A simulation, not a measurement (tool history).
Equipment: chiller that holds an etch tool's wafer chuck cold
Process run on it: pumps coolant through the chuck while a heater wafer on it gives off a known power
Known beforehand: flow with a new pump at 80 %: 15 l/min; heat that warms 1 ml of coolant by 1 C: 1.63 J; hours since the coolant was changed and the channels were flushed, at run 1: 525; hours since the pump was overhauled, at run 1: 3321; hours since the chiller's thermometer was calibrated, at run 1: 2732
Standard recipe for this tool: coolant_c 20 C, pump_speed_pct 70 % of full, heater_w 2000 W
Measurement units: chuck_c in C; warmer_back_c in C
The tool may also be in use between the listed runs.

| run | hour | coolant_c | pump_speed_pct | heater_w | hours since the coolant was changed and the channels were flushed | hours since the pump was overhauled | hours since the chiller's thermometer was calibrated | chuck_c | warmer_back_c |
|---|---|---|---|---|---|---|---|---|---|
| 1 | 0 | 20 | 70 | 2000 | 525 | 3321 | 2732 | 32.7 | 5.61 |
| 2 | 146.6 | 20 | 70 | 2000 | 671 | 3468 | 2878 | 32.9 | 5.61 |
| 3 | 303 | 20 | 70 | 2000 | 828 | 3624 | 3035 | 33 | 5.58 |
| 4 | 426.7 | 20 | 70 | 2000 | 952 | 3748 | 3158 | 32.6 | 5.58 |
| 5 | 564 | 27 | 70 | 2000 | 1089 | 3885 | 3296 | 39.9 | 5.58 |
|  | 658.3 | chiller's thermometer calibrated |
| 6 | 727.2 | 20 | 70 | 2000 | 1251 | 4047 | 69 | 33 | 5.6 |
| 7 | 894 | 20 | 70 | 2000 | 1418 | 4214 | 236 | 32.9 | 5.58 |
| 8 | 992.8 | 20 | 70 | 2000 | 1517 | 4313 | 334 | 32.8 | 5.59 |
| 9 | 1112.4 | 20 | 70 | 2217 | 1636 | 4433 | 454 | 34.1 | 6.23 |
| 10 | 1188.4 | 20 | 70 | 2000 | 1712 | 4509 | 530 | 32.7 | 5.6 |
| 11 | 1336.4 | 20 | 70 | 2000 | 1860 | 4657 | 678 | 32.8 | 5.57 |
| 12 | 1454 | 20 | 67 | 2000 | 1978 | 4774 | 796 | 33.2 | 5.83 |
| 13 | 1533.9 | 20 | 70 | 2000 | 2058 | 4854 | 876 | 32.8 | 5.58 |
| 14 | 1624.6 | 20 | 70 | 2000 | 2149 | 4945 | 966 | 33 | 5.65 |
| 15 | 1697.9 | 20 | 70 | 2000 | 2222 | 5018 | 1040 | 32.8 | 5.68 |
| 16 | 1817.1 | 20 | 83 | 2000 | 2341 | 5137 | 1159 | 31.7 | 4.74 |
| 17 | 1984.4 | 16 | 83 | 2572 | 2508 | 5304 | 1326 | 31 | 6.11 |
| 18 | 2127.7 | 12 | 96 | 2572 | 2652 | 5448 | 1469 | 25.8 | 5.3 |
| 19 | 2211.7 | 12 | 96 | 2572 | 2736 | 5532 | 1553 | 25.7 | 5.27 |
| 20 | 2350.5 | 12 | 75 | 2109 | 2874 | 5671 | 1692 | 25 | 5.54 |
| 21 | 2519.1 | 12 | 75 | 2109 | 3043 | 5839 | 1861 | 25.1 | 5.58 |
| 22 | 2608.7 | 11 | 85 | 1016 | 3133 | 5929 | 1950 | 16.8 | 2.34 |
| 23 | 2717.2 | 11 | 85 | 1016 | 3241 | 6037 | 2059 | 16.9 | 2.35 |
| 24 | 2874.8 | 11 | 85 | 1016 | 3399 | 6195 | 2217 | 16.8 | 2.32 |
| 25 | 3021.5 | 24 | 96 | 2840 | 3545 | 6342 | 2363 | 39.2 | 5.86 |
|  | 3071.4 | coolant pump overhauled |
| 26 | 3096.7 | 19 | 67 | 1560 | 3616 | 25 | 2433 | 29.2 | 4.64 |
| 27 | 3226.7 | 21 | 70 | 1047 | 3746 | 155 | 2563 | 27.4 | 2.95 |
| 28 | 3328.3 | 22 | 69 | 1047 | 3847 | 257 | 2665 | 28.9 | 2.99 |
| 29 | 3432.3 | 28 | 70 | 1332 | 3951 | 361 | 2769 | 36.5 | 3.68 |
| 30 | 3534.8 | 30 | 96 | 2942 | 4054 | 463 | 2871 | 45.6 | 6.09 |
| 31 | 3694 | 14 | 63 | 2849 | 4213 | 623 | 3031 | 33.5 | 8.84 |

What will run 32 give?
| 32 | 3766.6 | 23 | 76 | 2000 | 4285 | 695 | 3103 | ? | ? |

{"run 32": {"chuck_c": 35.2, "warmer_back_c": 5.18}}
Take away the tool's hidden state, keep the run-to-run variation as it was, and the same run would have given chuck_c 35.2 C, warmer_back_c 5.18 C.
